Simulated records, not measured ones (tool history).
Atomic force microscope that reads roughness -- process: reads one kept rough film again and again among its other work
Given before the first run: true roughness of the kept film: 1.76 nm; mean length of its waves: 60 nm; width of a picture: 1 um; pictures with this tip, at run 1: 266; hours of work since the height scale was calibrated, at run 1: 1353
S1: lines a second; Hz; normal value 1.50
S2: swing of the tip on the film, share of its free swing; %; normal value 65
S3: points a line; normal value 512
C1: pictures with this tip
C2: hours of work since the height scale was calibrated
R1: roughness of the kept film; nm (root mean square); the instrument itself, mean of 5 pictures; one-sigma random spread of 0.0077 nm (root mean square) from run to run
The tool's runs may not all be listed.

{"run": 1, "hour": 0.0, "S1": 1.5, "S2": 65, "S3": 512, "C1": 266, "C2": 1353, "R1": 1.573}
{"hour": 29.8, "done": "new tip fitted"}
{"run": 2, "hour": 37.3, "S1": 1.5, "S2": 65, "S3": 512, "C1": 14, "C2": 1379, "R1": 1.651}
{"run": 3, "hour": 86.6, "S1": 1.5, "S2": 65, "S3": 512, "C1": 108, "C2": 1414, "R1": 1.613}
{"run": 4, "hour": 159.5, "S1": 1.5, "S2": 65, "S3": 512, "C1": 247, "C2": 1465, "R1": 1.573}
{"hour": 201.8, "done": "new tip fitted"}
{"run": 5, "hour": 211.2, "S1": 1.5, "S2": 65, "S3": 512, "C1": 18, "C2": 1501, "R1": 1.657}
{"run": 6, "hour": 264.1, "S1": 1.5, "S2": 65, "S3": 512, "C1": 119, "C2": 1538, "R1": 1.622}
{"hour": 270.1, "done": "height scale calibrated on a step standard"}
{"run": 7, "hour": 314.7, "S1": 1.5, "S2": 65, "S3": 512, "C1": 213, "C2": 31, "R1": 1.603}
{"hour": 372.1, "done": "new tip fitted"}
{"run": 8, "hour": 384.0, "S1": 1.5, "S2": 65, "S3": 512, "C1": 22, "C2": 80, "R1": 1.676}
{"run": 9, "hour": 440.1, "S1": 1.5, "S2": 65, "S3": 512, "C1": 129, "C2": 119, "R1": 1.625}
{"hour": 494.1, "done": "height scale calibrated on a step standard, once more"}
{"run": 10, "hour": 501.0, "S1": 1.5, "S2": 65, "S3": 512, "C1": 244, "C2": 5, "R1": 1.543}
{"hour": 543.2, "done": "new tip fitted"}
{"run": 11, "hour": 543.8, "S1": 1.67, "S2": 65, "S3": 738, "C1": 1, "C2": 35, "R1": 1.625}
{"run": 12, "hour": 598.1, "S1": 2.28, "S2": 65, "S3": 547, "C1": 105, "C2": 73, "R1": 1.56}
{"run": 13, "hour": 642.4, "S1": 1.15, "S2": 68, "S3": 478, "C1": 189, "C2": 104, "R1": 1.581}
{"run": 14, "hour": 675.0, "S1": 1.16, "S2": 83, "S3": 409, "C1": 251, "C2": 127, "R1": 1.478}
{"hour": 717.4, "done": "new tip fitted"}
{"run": 15, "hour": 742.6, "S1": 1.16, "S2": 83, "S3": 409, "C1": 48, "C2": 174, "R1": 1.546}
{"run": 16, "hour": 809.3, "S1": 1.16, "S2": 83, "S3": 409, "C1": 176, "C2": 221, "R1": 1.502}
{"run": 17, "hour": 846.7, "S1": 1.14, "S2": 76, "S3": 512, "C1": 247, "C2": 247, "R1": 1.513}
{"hour": 888.3, "done": "new tip fitted"}
{"run": 18, "hour": 917.9, "S1": 1.14, "S2": 76, "S3": 512, "C1": 57, "C2": 297, "R1": 1.592}
{"run": 19, "hour": 967.7, "S1": 0.81, "S2": 65, "S3": 780, "C1": 152, "C2": 332, "R1": 1.617}
{"run": 20, "hour": 1001.5, "S1": 1.6, "S2": 84, "S3": 512, "C1": 216, "C2": 355, "R1": 1.421}

Below are 5 alternative next runs, each starting from the tool's condition after run 20. Predict each:
{"hour": 1060.0, "done": "new tip fitted"}
{"run": "A", "hour": 1067.0, "S1": 1.5, "S2": 61, "S3": 512, "C1": 13, "C2": 401, "R1": "?"}
{"hour": 1060.0, "done": "new tip fitted"}
{"run": "B", "hour": 1067.0, "S1": 1.68, "S2": 64, "S3": 329, "C1": 13, "C2": 401, "R1": "?"}
{"hour": 1060.0, "done": "new tip fitted"}
{"run": "C", "hour": 1067.0, "S1": 1.57, "S2": 65, "S3": 512, "C1": 13, "C2": 401, "R1": "?"}
{"hour": 1060.0, "done": "new tip fitted"}
{"run": "D", "hour": 1067.0, "S1": 1.15, "S2": 60, "S3": 402, "C1": 13, "C2": 401, "R1": "?"}
{"hour": 1060.0, "done": "new tip fitted"}
{"run": "E", "hour": 1067.0, "S1": 1.6, "S2": 73, "S3": 315, "C1": 13, "C2": 401, "R1": "?"}

run=A R1=1.656
run=B R1=1.629
run=C R1=1.632
run=D R1=1.667
run=E R1=1.571
Had the tool no hidden state, the same runs would have come out as:
run=A R1=1.660
run=B R1=1.633
run=C R1=1.635
run=D R1=1.670
run=E R1=1.575
